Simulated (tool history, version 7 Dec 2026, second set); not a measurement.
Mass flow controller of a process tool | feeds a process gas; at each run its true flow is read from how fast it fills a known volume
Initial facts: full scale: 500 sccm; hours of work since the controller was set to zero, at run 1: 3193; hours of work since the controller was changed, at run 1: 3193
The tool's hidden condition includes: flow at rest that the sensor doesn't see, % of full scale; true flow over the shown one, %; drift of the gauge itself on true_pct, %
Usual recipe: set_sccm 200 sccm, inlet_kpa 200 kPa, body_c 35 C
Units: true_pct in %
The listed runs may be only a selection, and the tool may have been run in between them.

run    hour  set_sccm  inlet_kpa  body_c  hours of work since the controller was set to zero  hours of work since the controller was changed  true_pct
  1       0       200        200      35                                                3193                                            3193    100.41
  2   295.3       295        200      35                                                3283                                            3283    100.54
  3     501       295        200      38                                                3345                                            3345    100.89
  4   757.5       295        173      38                                                3422                                            3422    100.77
  5   899.8       200        200      35                                                3465                                            3465    100.28
  6  1188.8       200        227      35                                                3552                                            3552    100.42
  7  1444.8       200        200      35                                                3630                                            3630    100.38
  8  1702.2       197        200      35                                                3708                                            3708    100.27
  9  1897.3       197        200      35                                                3766                                            3766    100.39
 10  2210.8       179        200      35                                                3861                                            3861     100.1
 11  2489.6       179        200      35                                                3945                                            3945    100.19
 12  2714.4       200        172      35                                                4013                                            4013    100.12
 13  2907.2       200        172      35                                                4072                                            4072    100.31
 14  3051.3       235        172      35                                                4115                                            4115    100.28
 15  3308.6       235        172      35                                                4193                                            4193    100.37
 16  3521.3       235        172      35                                                4257                                            4257    100.41
 17  3776.1       261        193      39                                                4334                                            4334    100.96
 18  3935.2       321        162      37                                                4382                                            4382    100.67
 19  4226.9        94        265      37                                                4470                                            4470    100.31
 20  4368.5       200        200      34                                                4513                                            4513    100.24
 21  4597.5       200        210      26                                                4582                                            4582     99.61
 22  4780.5        88        210      26                                                4637                                            4637     99.16
 23  5031.7        88        210      26                                                4713                                            4713     99.21
 24  5293.5       177        251      30                                                4792                                            4792    100.02
 25  5496.5       408        200      24                                                4854                                            4854     99.64
 26  5646.6       200        173      20                                                4899                                            4899     98.69
 27  5868.3       123        200      39                                                4966                                            4966    100.64
 28  6136.2       123        228      39                                                5047                                            5047    100.58
 29  6267.4       200        265      26                                                5087                                            5087     99.52
 30  6403.9       208        265      32                                                5128                                            5128     99.97

Consider 4 possible next runs. They are alternatives, not a sequence: every one starts from the tool as it was left by run 30. What does each give?
  A  6675.4       208        159      32                                                5210                                            5210         ?
  B  6675.4       354        200      35                                                5210                                            5210         ?
  C  6675.4       212        179      32                                                5210                                            5210         ?
  D  6675.4       156        247      24                                                5210                                            5210         ?

run  true_pct
  A    100.11
  B    100.71
  C    100.07
  D     99.22
Take away the tool's hidden state, keep each run's random variation, and the runs would have read:
run  true_pct
  A     100.1
  B    100.71
  C    100.06
  D     99.21
